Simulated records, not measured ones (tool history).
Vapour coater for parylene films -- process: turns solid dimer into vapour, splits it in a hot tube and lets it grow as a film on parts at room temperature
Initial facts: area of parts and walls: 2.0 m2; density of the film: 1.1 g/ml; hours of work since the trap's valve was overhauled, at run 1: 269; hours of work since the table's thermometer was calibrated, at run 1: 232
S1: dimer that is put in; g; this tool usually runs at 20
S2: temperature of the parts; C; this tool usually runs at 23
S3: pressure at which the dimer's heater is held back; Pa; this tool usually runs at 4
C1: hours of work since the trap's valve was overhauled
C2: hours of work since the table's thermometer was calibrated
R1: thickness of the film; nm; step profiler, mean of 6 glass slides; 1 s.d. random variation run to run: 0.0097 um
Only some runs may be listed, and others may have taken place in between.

run   hour  S1  S2    S3   C1   C2    R1
  1      0  20  23     4  269  232  4161
  2   14.6  20  23     4  276  239  4163
  3     29  31  23     4  283  246  6431
  4   49.2  20  23     4  292  255  4147
  5   62.2  20  23     4  298  261  4160
  6   73.8  20  23     4  304  266  4157
  7   85.4  20  23     4  309  272  4124
      87.9  -- table's thermometer calibrated
  8  103.8  20  23     4  317    7  4160
  9  123.7  20  23     4  326   16  4150
     139.8  -- table's thermometer calibrated, once more
 10  144.6  32  23  3.81  335    2  6638
 11  158.9  32  23  3.81  342    9  6620
 12  176.2  32  27  2.98  350   17  6014
     187.1  -- trap's valve overhauled
 13  195.2  20  24  5.82    4   24  4103
 14  210.5  20  24  5.82   11   31  4082
 15  226.8  19  17     4   18   38  4867
 16  235.6  19  24  6.97   22   42  3840
 17  254.6  20  23     4   31   51  4332
 18  263.4  20  19   7.7   35   55  4595

3 ways to go on from here, each from the tool as it stands after run 18. What would each give?
  A  275.2  20  17  7.7  41  61   ?
  B  275.2  20  26  7.7  41  61   ?
  C  275.2  20  29  7.7  41  61   ?

run    R1
  A  4853
  B  3801
  C  3497
Take away the tool's hidden state, keep each run's random variation, and the runs would have read:
run    R1
  A  4876
  B  3819
  C  3513

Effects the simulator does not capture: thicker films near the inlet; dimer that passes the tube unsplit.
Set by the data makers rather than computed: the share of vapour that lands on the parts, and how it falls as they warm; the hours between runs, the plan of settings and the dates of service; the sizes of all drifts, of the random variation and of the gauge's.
